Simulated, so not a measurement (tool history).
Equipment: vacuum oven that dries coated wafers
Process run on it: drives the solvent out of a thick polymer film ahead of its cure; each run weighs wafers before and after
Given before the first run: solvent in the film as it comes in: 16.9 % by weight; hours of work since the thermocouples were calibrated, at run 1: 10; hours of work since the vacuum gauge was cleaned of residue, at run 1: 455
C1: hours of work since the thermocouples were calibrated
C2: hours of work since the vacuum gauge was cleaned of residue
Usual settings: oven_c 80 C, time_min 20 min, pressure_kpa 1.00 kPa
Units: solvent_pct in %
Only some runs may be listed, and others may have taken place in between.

Run 1, hour 0.0: usual settings; C1 10; C2 455. Result: solvent_pct 2.61 %.
Run 2, hour 34.6: usual settings; C1 25; C2 470. Result: solvent_pct 2.54 %.
Run 3, hour 62.9: usual settings; C1 37; C2 481. Result: solvent_pct 2.52 %.
Run 4, hour 108.1: usual settings but oven_c 78 C; C1 55; C2 500. Result: solvent_pct 2.93 %.
Run 5, hour 133.1: usual settings but time_min 21 min; C1 66; C2 511. Result: solvent_pct 2.49 %.
Run 6, hour 172.2: usual settings but time_min 32 min; C1 82; C2 527. Result: solvent_pct 2.21 %.
Run 7, hour 203.5: usual settings but oven_c 88 C, time_min 32 min; C1 95; C2 540. Result: solvent_pct 1.63 %.
Run 8, hour 229.5: usual settings but oven_c 88 C, time_min 32 min; C1 106; C2 551. Result: solvent_pct 1.66 %.
Run 9, hour 276.2: usual settings but oven_c 88 C, time_min 32 min; C1 125; C2 570. Result: solvent_pct 1.64 %.
Run 10, hour 307.0: usual settings but oven_c 88 C, time_min 32 min; C1 138; C2 583. Result: solvent_pct 1.62 %.
At hour 311.8: oven's thermocouples calibrated.
Run 11, hour 352.9: usual settings; C1 17; C2 601. Result: solvent_pct 2.57 %.
Run 12, hour 399.5: usual settings but oven_c 94 C; C1 37; C2 621. Result: solvent_pct 1.30 %.
At hour 416.5: oven's thermocouples calibrated, once more.
Run 13, hour 428.3: usual settings but oven_c 82 C, time_min 11 min, pressure_kpa 1.04 kPa; C1 5; C2 632. Result: solvent_pct 3.85 %.
Run 14, hour 470.5: usual settings but oven_c 82 C, time_min 10 min, pressure_kpa 1.04 kPa; C1 22; C2 650. Result: solvent_pct 4.31 %.
Run 15, hour 493.5: usual settings but oven_c 88 C; C1 32; C2 659. Result: solvent_pct 1.79 %.
Run 16, hour 515.5: usual settings but oven_c 78 C; C1 41; C2 668. Result: solvent_pct 3.30 %.
Run 17, hour 547.8: usual settings but oven_c 72 C, time_min 12 min, pressure_kpa 0.88 kPa; C1 55; C2 682. Result: solvent_pct 6.62 %.
Run 18, hour 585.5: usual settings but oven_c 72 C, time_min 12 min, pressure_kpa 0.88 kPa; C1 70; C2 697. Result: solvent_pct 6.63 %.
Run 19, hour 630.7: usual settings but oven_c 65 C, time_min 16 min, pressure_kpa 0.85 kPa; C1 89; C2 716. Result: solvent_pct 7.99 %.
Run 20, hour 659.4: usual settings but oven_c 65 C, time_min 16 min, pressure_kpa 0.85 kPa; C1 101; C2 728. Result: solvent_pct 8.06 %.
Run 21, hour 682.0: usual settings but oven_c 65 C, time_min 16 min, pressure_kpa 0.85 kPa; C1 111; C2 738. Result: solvent_pct 8.08 %.
Run 22, hour 720.9: usual settings but time_min 22 min; C1 127; C2 754. Result: solvent_pct 2.70 %.
Run 23, hour 757.3: usual settings; C1 142; C2 769. Result: solvent_pct 2.87 %.
Run 24, hour 794.5: usual settings but oven_c 66 C; C1 157; C2 784. Result: solvent_pct 7.17 %.

Branching from run 24: 5 alternative next runs. What would each branch give?
Run A, hour 830.6: usual settings but oven_c 74 C, time_min 14 min, pressure_kpa 1.40 kPa; C1 172; C2 800. Result: solvent_pct ?.
Run B, hour 830.6: usual settings but oven_c 89 C, time_min 36 min, pressure_kpa 2.99 kPa; C1 172; C2 800. Result: solvent_pct ?.
Run C, hour 830.6: usual settings but oven_c 76 C, time_min 25 min, pressure_kpa 2.85 kPa; C1 172; C2 800. Result: solvent_pct ?.
Run D, hour 830.6: usual settings but oven_c 67 C, time_min 10 min, pressure_kpa 0.57 kPa; C1 172; C2 800. Result: solvent_pct ?.
Run E, hour 830.6: usual settings but oven_c 66 C, time_min 16 min; C1 172; C2 800. Result: solvent_pct ?.

run  solvent_pct
  A         6.26
  B         4.41
  C         7.46
  D         8.54
  E         8.04
Without the tool's hidden state the same runs would have given:
run  solvent_pct
  A         5.79
  B         4.10
  C         6.95
  D         8.08
  E         7.47
